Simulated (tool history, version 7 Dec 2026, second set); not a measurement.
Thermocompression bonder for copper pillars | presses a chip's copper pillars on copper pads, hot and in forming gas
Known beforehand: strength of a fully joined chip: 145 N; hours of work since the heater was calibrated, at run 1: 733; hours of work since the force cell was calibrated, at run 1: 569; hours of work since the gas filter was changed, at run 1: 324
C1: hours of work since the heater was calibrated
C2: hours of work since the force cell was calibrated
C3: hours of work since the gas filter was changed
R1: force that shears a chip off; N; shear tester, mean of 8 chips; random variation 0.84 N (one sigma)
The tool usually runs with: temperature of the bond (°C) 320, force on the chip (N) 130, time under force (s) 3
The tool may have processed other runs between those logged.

run 1 hour=0 | temperature_of_the_bond_(°C)=320 force_on_the_chip_(N)=130 time_under_force_(s)=3 | C1=733 C2=569 C3=324 | R1=52
-- hour=58.5 forming gas filter changed
run 2 hour=58.5 | temperature_of_the_bond_(°C)=320 force_on_the_chip_(N)=154 time_under_force_(s)=3 | C1=776 C2=612 C3=0 | R1=65.6
run 3 hour=95.7 | temperature_of_the_bond_(°C)=320 force_on_the_chip_(N)=154 time_under_force_(s)=3 | C1=803 C2=639 C3=27 | R1=65.2
run 4 hour=178.2 | temperature_of_the_bond_(°C)=320 force_on_the_chip_(N)=142 time_under_force_(s)=3 | C1=863 C2=700 C3=88 | R1=59.8
run 5 hour=220.7 | temperature_of_the_bond_(°C)=320 force_on_the_chip_(N)=151 time_under_force_(s)=3 | C1=895 C2=731 C3=119 | R1=62
run 6 hour=296.1 | temperature_of_the_bond_(°C)=320 force_on_the_chip_(N)=151 time_under_force_(s)=3 | C1=950 C2=786 C3=174 | R1=61.1
run 7 hour=346.3 | temperature_of_the_bond_(°C)=320 force_on_the_chip_(N)=151 time_under_force_(s)=3 | C1=987 C2=823 C3=211 | R1=58.6
run 8 hour=396.3 | temperature_of_the_bond_(°C)=320 force_on_the_chip_(N)=151 time_under_force_(s)=3 | C1=1023 C2=860 C3=248 | R1=57.2
run 9 hour=453.4 | temperature_of_the_bond_(°C)=320 force_on_the_chip_(N)=151 time_under_force_(s)=3 | C1=1065 C2=902 C3=290 | R1=56.9
run 10 hour=542.8 | temperature_of_the_bond_(°C)=320 force_on_the_chip_(N)=151 time_under_force_(s)=3 | C1=1131 C2=967 C3=355 | R1=54.7
-- hour=559.9 forming gas filter changed
run 11 hour=625.2 | temperature_of_the_bond_(°C)=320 force_on_the_chip_(N)=151 time_under_force_(s)=3 | C1=1191 C2=1027 C3=48 | R1=59.7
-- hour=662.2 heater calibrated with a thermocouple chip
run 12 hour=673.9 | temperature_of_the_bond_(°C)=320 force_on_the_chip_(N)=130 time_under_force_(s)=3 | C1=9 C2=1062 C3=82 | R1=49.5
run 13 hour=720.4 | temperature_of_the_bond_(°C)=320 force_on_the_chip_(N)=130 time_under_force_(s)=3 | C1=43 C2=1096 C3=116 | R1=49.7
run 14 hour=769.2 | temperature_of_the_bond_(°C)=320 force_on_the_chip_(N)=130 time_under_force_(s)=3 | C1=79 C2=1132 C3=152 | R1=47.7
run 15 hour=810.8 | temperature_of_the_bond_(°C)=320 force_on_the_chip_(N)=130 time_under_force_(s)=3 | C1=109 C2=1162 C3=183 | R1=46.6
run 16 hour=861.8 | temperature_of_the_bond_(°C)=320 force_on_the_chip_(N)=130 time_under_force_(s)=3 | C1=147 C2=1200 C3=220 | R1=46.1
run 17 hour=905.8 | temperature_of_the_bond_(°C)=320 force_on_the_chip_(N)=130 time_under_force_(s)=3 | C1=179 C2=1232 C3=252 | R1=45.2
run 18 hour=986.3 | temperature_of_the_bond_(°C)=320 force_on_the_chip_(N)=130 time_under_force_(s)=3 | C1=238 C2=1291 C3=311 | R1=44.9
run 19 hour=1031 | temperature_of_the_bond_(°C)=320 force_on_the_chip_(N)=130 time_under_force_(s)=2 | C1=271 C2=1324 C3=344 | R1=35.9
-- hour=1061.2 forming gas filter changed
run 20 hour=1100.8 | temperature_of_the_bond_(°C)=325 force_on_the_chip_(N)=130 time_under_force_(s)=7 | C1=322 C2=1375 C3=29 | R1=70.3
-- hour=1140.9 force cell calibrated
-- hour=1148.9 heater calibrated with a thermocouple chip, once more
run 21 hour=1189.6 | temperature_of_the_bond_(°C)=342 force_on_the_chip_(N)=123 time_under_force_(s)=6 | C1=30 C2=34 C3=92 | R1=95
run 22 hour=1226.1 | temperature_of_the_bond_(°C)=342 force_on_the_chip_(N)=123 time_under_force_(s)=3 | C1=57 C2=61 C3=118 | R1=74.5
run 23 hour=1275.9 | temperature_of_the_bond_(°C)=342 force_on_the_chip_(N)=123 time_under_force_(s)=3 | C1=93 C2=98 C3=155 | R1=75.8
run 24 hour=1341.7 | temperature_of_the_bond_(°C)=336 force_on_the_chip_(N)=165 time_under_force_(s)=2 | C1=142 C2=146 C3=203 | R1=77.2
run 25 hour=1380.2 | temperature_of_the_bond_(°C)=328 force_on_the_chip_(N)=93 time_under_force_(s)=8 | C1=170 C2=174 C3=232 | R1=70.1
run 26 hour=1452.7 | temperature_of_the_bond_(°C)=321 force_on_the_chip_(N)=106 time_under_force_(s)=4 | C1=223 C2=227 C3=285 | R1=55.3
run 27 hour=1517.6 | temperature_of_the_bond_(°C)=303 force_on_the_chip_(N)=106 time_under_force_(s)=4 | C1=271 C2=275 C3=332 | R1=43.5
-- hour=1565.9 forming gas filter changed
run 28 hour=1585.6 | temperature_of_the_bond_(°C)=320 force_on_the_chip_(N)=118 time_under_force_(s)=2 | C1=320 C2=325 C3=14 | R1=48.4
run 29 hour=1623.1 | temperature_of_the_bond_(°C)=297 force_on_the_chip_(N)=130 time_under_force_(s)=3 | C1=348 C2=352 C3=42 | R1=46.3
run 30 hour=1700.9 | temperature_of_the_bond_(°C)=305 force_on_the_chip_(N)=170 time_under_force_(s)=2 | C1=405 C2=409 C3=99 | R1=54.8
run 31 hour=1768.6 | temperature_of_the_bond_(°C)=305 force_on_the_chip_(N)=170 time_under_force_(s)=3 | C1=454 C2=459 C3=149 | R1=60.9
run 32 hour=1823 | temperature_of_the_bond_(°C)=320 force_on_the_chip_(N)=129 time_under_force_(s)=2 | C1=494 C2=499 C3=189 | R1=48.7
run 33 hour=1913.6 | temperature_of_the_bond_(°C)=329 force_on_the_chip_(N)=82 time_under_force_(s)=5 | C1=561 C2=565 C3=255 | R1=49.9
run 34 hour=1956.7 | temperature_of_the_bond_(°C)=320 force_on_the_chip_(N)=130 time_under_force_(s)=3 | C1=593 C2=597 C3=287 | R1=54
run 35 hour=2010.4 | temperature_of_the_bond_(°C)=295 force_on_the_chip_(N)=172 time_under_force_(s)=3 | C1=632 C2=636 C3=326 | R1=50.7
-- hour=2069.2 forming gas filter changed
run 36 hour=2091.9 | temperature_of_the_bond_(°C)=349 force_on_the_chip_(N)=121 time_under_force_(s)=9 | C1=691 C2=696 C3=17 | R1=104
run 37 hour=2143.5 | temperature_of_the_bond_(°C)=349 force_on_the_chip_(N)=121 time_under_force_(s)=9 | C1=729 C2=734 C3=55 | R1=103
run 38 hour=2211.8 | temperature_of_the_bond_(°C)=342 force_on_the_chip_(N)=82 time_under_force_(s)=2 | C1=779 C2=784 C3=105 | R1=39.6

5 ways to go on from here, each from the tool as it stands after run 38. What would each give?
run A hour=2256.2 | temperature_of_the_bond_(°C)=337 force_on_the_chip_(N)=82 time_under_force_(s)=3 | C1=812 C2=816 C3=137 | R1=?
run B hour=2256.2 | temperature_of_the_bond_(°C)=342 force_on_the_chip_(N)=119 time_under_force_(s)=2 | C1=812 C2=816 C3=137 | R1=?
run C hour=2256.2 | temperature_of_the_bond_(°C)=300 force_on_the_chip_(N)=82 time_under_force_(s)=2 | C1=812 C2=816 C3=137 | R1=?
run D hour=2256.2 | temperature_of_the_bond_(°C)=295 force_on_the_chip_(N)=87 time_under_force_(s)=2 | C1=812 C2=816 C3=137 | R1=?
run E hour=2256.2 | temperature_of_the_bond_(°C)=323 force_on_the_chip_(N)=145 time_under_force_(s)=2 | C1=812 C2=816 C3=137 | R1=?

run=A R1=44.3
run=B R1=56.1
run=C R1=23.1
run=D R1=22.6
run=E R1=54.2
What these runs would have given with no unlogged condition in the tool:
run=A R1=54
run=B R1=67.6
run=C R1=29.2
run=D R1=28.6
run=E R1=65.9
